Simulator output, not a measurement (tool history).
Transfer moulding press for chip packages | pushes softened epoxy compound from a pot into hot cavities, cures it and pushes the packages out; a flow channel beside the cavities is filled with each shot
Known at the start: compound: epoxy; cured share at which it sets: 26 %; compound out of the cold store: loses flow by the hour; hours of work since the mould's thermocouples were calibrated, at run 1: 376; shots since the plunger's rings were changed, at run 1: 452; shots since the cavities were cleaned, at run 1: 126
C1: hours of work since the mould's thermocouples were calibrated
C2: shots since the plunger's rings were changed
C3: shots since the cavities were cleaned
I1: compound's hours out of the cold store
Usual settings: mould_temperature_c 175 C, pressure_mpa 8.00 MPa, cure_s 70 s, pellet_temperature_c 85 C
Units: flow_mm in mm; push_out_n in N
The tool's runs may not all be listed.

run 1 day=0.000 | mould_temperature_c=175 pressure_mpa=8.00 cure_s=70 pellet_temperature_c=85 | C1=376 C2=452 C3=126 | I1=42.5 | flow_mm=708 push_out_n=492
run 2 day=1.138 | mould_temperature_c=175 pressure_mpa=8.00 cure_s=70 pellet_temperature_c=85 | C1=398 C2=947 C3=621 | I1=8.4 | flow_mm=876 push_out_n=531
-- day=1.354 cavities cleaned with cleaning compound and waxed
run 3 day=2.429 | mould_temperature_c=168 pressure_mpa=8.00 cure_s=70 pellet_temperature_c=85 | C1=422 C2=1481 C3=467 | I1=37.3 | flow_mm=742 push_out_n=747
-- day=2.983 cavities cleaned with cleaning compound and waxed
run 4 day=3.925 | mould_temperature_c=168 pressure_mpa=8.00 cure_s=70 pellet_temperature_c=85 | C1=449 C2=2106 C3=410 | I1=23.2 | flow_mm=814 push_out_n=736
-- day=4.658 cavities cleaned with cleaning compound and waxed
run 5 day=5.083 | mould_temperature_c=168 pressure_mpa=8.00 cure_s=70 pellet_temperature_c=85 | C1=470 C2=2583 C3=185 | I1=46.5 | flow_mm=701 push_out_n=694
-- day=6.296 cavities cleaned with cleaning compound and waxed
run 6 day=6.338 | mould_temperature_c=168 pressure_mpa=8.00 cure_s=70 pellet_temperature_c=85 | C1=493 C2=3101 C3=19 | I1=23.7 | flow_mm=811 push_out_n=738
-- day=7.871 cavities cleaned with cleaning compound and waxed
run 7 day=7.871 | mould_temperature_c=167 pressure_mpa=8.00 cure_s=70 pellet_temperature_c=85 | C1=521 C2=3740 C3=0 | I1=41.7 | flow_mm=728 push_out_n=725
run 8 day=8.804 | mould_temperature_c=167 pressure_mpa=8.00 cure_s=70 pellet_temperature_c=85 | C1=538 C2=4146 C3=406 | I1=14.5 | flow_mm=870 push_out_n=811
-- day=9.429 cavities cleaned with cleaning compound and waxed
-- day=9.688 plunger's sealing rings changed
run 9 day=9.871 | mould_temperature_c=175 pressure_mpa=8.00 cure_s=70 pellet_temperature_c=85 | C1=556 C2=80 C3=147 | I1=18.1 | flow_mm=835 push_out_n=518
run 10 day=10.796 | mould_temperature_c=175 pressure_mpa=8.00 cure_s=70 pellet_temperature_c=85 | C1=573 C2=483 C3=550 | I1=44.6 | flow_mm=699 push_out_n=498
-- day=11.108 cavities cleaned with cleaning compound and waxed
run 11 day=11.812 | mould_temperature_c=175 pressure_mpa=8.00 cure_s=70 pellet_temperature_c=85 | C1=592 C2=898 C3=307 | I1=22.4 | flow_mm=811 push_out_n=515
-- day=12.754 cavities cleaned with cleaning compound and waxed
run 12 day=12.754 | mould_temperature_c=175 pressure_mpa=8.00 cure_s=70 pellet_temperature_c=95 | C1=608 C2=1281 C3=0 | I1=37.9 | flow_mm=735 push_out_n=480
run 13 day=13.546 | mould_temperature_c=175 pressure_mpa=8.00 cure_s=65 pellet_temperature_c=95 | C1=623 C2=1625 C3=344 | I1=31.2 | flow_mm=764 push_out_n=536
-- day=14.271 mould's thermocouples calibrated
-- day=14.442 cavities cleaned with cleaning compound and waxed
run 14 day=14.738 | mould_temperature_c=177 pressure_mpa=8.00 cure_s=70 pellet_temperature_c=85 | C1=8 C2=2081 C3=131 | I1=40.5 | flow_mm=716 push_out_n=466
run 15 day=15.675 | mould_temperature_c=175 pressure_mpa=8.00 cure_s=101 pellet_temperature_c=86 | C1=26 C2=2487 C3=537 | I1=40.1 | flow_mm=727 push_out_n=441
-- day=16.042 cavities cleaned with cleaning compound and waxed
run 16 day=16.775 | mould_temperature_c=175 pressure_mpa=6.49 cure_s=70 pellet_temperature_c=85 | C1=45 C2=2939 C3=319 | I1=42.0 | flow_mm=634 push_out_n=494
-- day=17.721 cavities cleaned with cleaning compound and waxed
run 17 day=18.388 | mould_temperature_c=168 pressure_mpa=7.47 cure_s=77 pellet_temperature_c=80 | C1=75 C2=3614 C3=290 | I1=8.6 | flow_mm=868 push_out_n=664
-- day=19.338 cavities cleaned with cleaning compound and waxed
run 18 day=20.071 | mould_temperature_c=181 pressure_mpa=9.83 cure_s=89 pellet_temperature_c=85 | C1=106 C2=4319 C3=319 | I1=25.4 | flow_mm=862 push_out_n=436
-- day=20.479 plunger's sealing rings changed
-- day=21.096 cavities cleaned with cleaning compound and waxed
run 19 day=21.554 | mould_temperature_c=172 pressure_mpa=8.00 cure_s=84 pellet_temperature_c=85 | C1=131 C2=442 C3=200 | I1=34.2 | flow_mm=760 push_out_n=476
-- day=22.733 cavities cleaned with cleaning compound and waxed
run 20 day=23.208 | mould_temperature_c=172 pressure_mpa=8.00 cure_s=103 pellet_temperature_c=85 | C1=161 C2=1135 C3=207 | I1=26.6 | flow_mm=789 push_out_n=450
-- day=24.329 cavities cleaned with cleaning compound and waxed
run 21 day=24.938 | mould_temperature_c=172 pressure_mpa=8.00 cure_s=103 pellet_temperature_c=85 | C1=193 C2=1860 C3=265 | I1=21.0 | flow_mm=825 push_out_n=450
-- day=25.962 cavities cleaned with cleaning compound and waxed
run 22 day=26.317 | mould_temperature_c=175 pressure_mpa=8.00 cure_s=85 pellet_temperature_c=85 | C1=218 C2=2432 C3=154 | I1=32.2 | flow_mm=753 push_out_n=434
-- day=27.538 cavities cleaned with cleaning compound and waxed
run 23 day=27.979 | mould_temperature_c=175 pressure_mpa=8.00 cure_s=64 pellet_temperature_c=85 | C1=249 C2=3128 C3=192 | I1=17.5 | flow_mm=824 push_out_n=603
-- day=29.129 cavities cleaned with cleaning compound and waxed
run 24 day=29.442 | mould_temperature_c=177 pressure_mpa=8.49 cure_s=70 pellet_temperature_c=84 | C1=276 C2=3738 C3=137 | I1=17.4 | flow_mm=863 push_out_n=489
run 25 day=30.438 | mould_temperature_c=175 pressure_mpa=8.87 cure_s=70 pellet_temperature_c=79 | C1=295 C2=4171 C3=570 | I1=47.4 | flow_mm=717 push_out_n=509

Forecast each of these 3 alternatives for the next run:
-- day=30.767 cavities cleaned with cleaning compound and waxed
-- day=31.338 plunger's sealing rings changed
run A day=31.704 | mould_temperature_c=171 pressure_mpa=7.19 cure_s=70 pellet_temperature_c=86 | C1=316 C2=159 C3=362 | I1=13.8 | flow_mm=? push_out_n=?
-- day=30.767 cavities cleaned with cleaning compound and waxed
-- day=31.338 plunger's sealing rings changed
run B day=31.704 | mould_temperature_c=175 pressure_mpa=9.58 cure_s=70 pellet_temperature_c=85 | C1=316 C2=159 C3=362 | I1=12.5 | flow_mm=? push_out_n=?
-- day=30.767 cavities cleaned with cleaning compound and waxed
-- day=31.338 plunger's sealing rings changed
run C day=31.704 | mould_temperature_c=175 pressure_mpa=8.05 cure_s=52 pellet_temperature_c=80 | C1=316 C2=159 C3=362 | I1=16.4 | flow_mm=? push_out_n=?

run=A flow_mm=824 push_out_n=616
run=B flow_mm=941 push_out_n=536
run=C flow_mm=851 push_out_n=956
Without the tool's hidden state the same runs would have given:
run=A flow_mm=824 push_out_n=611
run=B flow_mm=941 push_out_n=531
run=C flow_mm=851 push_out_n=947

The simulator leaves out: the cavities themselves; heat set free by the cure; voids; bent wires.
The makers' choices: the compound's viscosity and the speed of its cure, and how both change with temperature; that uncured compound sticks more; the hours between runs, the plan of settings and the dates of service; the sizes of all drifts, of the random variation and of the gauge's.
